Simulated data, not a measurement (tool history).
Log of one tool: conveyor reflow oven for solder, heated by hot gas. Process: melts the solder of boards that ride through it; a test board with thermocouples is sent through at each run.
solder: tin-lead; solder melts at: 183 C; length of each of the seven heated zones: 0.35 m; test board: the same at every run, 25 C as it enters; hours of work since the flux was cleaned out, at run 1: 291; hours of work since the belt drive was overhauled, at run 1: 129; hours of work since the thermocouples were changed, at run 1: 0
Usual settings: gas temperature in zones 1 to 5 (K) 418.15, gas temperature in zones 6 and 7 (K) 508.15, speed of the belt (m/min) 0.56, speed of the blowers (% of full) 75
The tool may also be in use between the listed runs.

| run | day | gas temperature in zones 1 to 5 (K) | gas temperature in zones 6 and 7 (K) | speed of the belt (m/min) | speed of the blowers (% of full) | hours of work since the flux was cleaned out | hours of work since the belt drive was overhauled | hours of work since the thermocouples were changed | highest temperature of the board (K) | time above the solder's melting point (s) |
|---|---|---|---|---|---|---|---|---|---|---|
| 1 | 0 | 418.15 | 508.15 | 0.56 | 75 | 291 | 129 | 0 | 491.15 | 58.8 |
| 2 | 2.475 | 418.15 | 508.15 | 0.56 | 75 | 327 | 165 | 36 | 490.15 | 59.2 |
| 3 | 4.354 | 418.15 | 508.15 | 0.56 | 75 | 354 | 192 | 63 | 490.65 | 58.6 |
| 4 | 5.729 | 418.15 | 508.15 | 0.56 | 75 | 374 | 212 | 83 | 491.15 | 58.6 |
| 5 | 7.004 | 418.15 | 508.15 | 0.56 | 75 | 393 | 231 | 102 | 490.55 | 59 |
| 6 | 9.288 | 418.15 | 500.15 | 0.56 | 75 | 426 | 264 | 135 | 483.65 | 53 |
|  | 11.175 | flux residue cleaned out of gas plates and filters |
| 7 | 11.746 | 418.15 | 508.15 | 0.56 | 75 | 8 | 297 | 168 | 493.35 | 60.2 |
| 8 | 13.95 | 421.15 | 501.15 | 0.56 | 78 | 40 | 329 | 200 | 488.15 | 58.7 |
| 9 | 15.638 | 415.15 | 508.15 | 0.626 | 64 | 65 | 353 | 224 | 485.15 | 46.6 |
| 10 | 17.238 | 415.15 | 508.15 | 0.626 | 64 | 88 | 376 | 248 | 484.85 | 47.1 |
| 11 | 18.538 | 421.15 | 521.15 | 0.588 | 76 | 107 | 395 | 267 | 503.15 | 65.4 |
| 12 | 19.662 | 421.15 | 521.15 | 0.588 | 76 | 123 | 412 | 283 | 502.65 | 65.2 |

Forecast run 13:
| 13 | 22.1 | 406.15 | 508.15 | 0.56 | 75 | 159 | 447 | 318 | ? | ? |

{"run 13": {"highest temperature of the board (K)": 490.05, "time above the solder's melting point (s)": 55}}
Without the tool's hidden state the same run would have given highest temperature of the board (K) 489.55, time above the solder's melting point (s) 54.2.
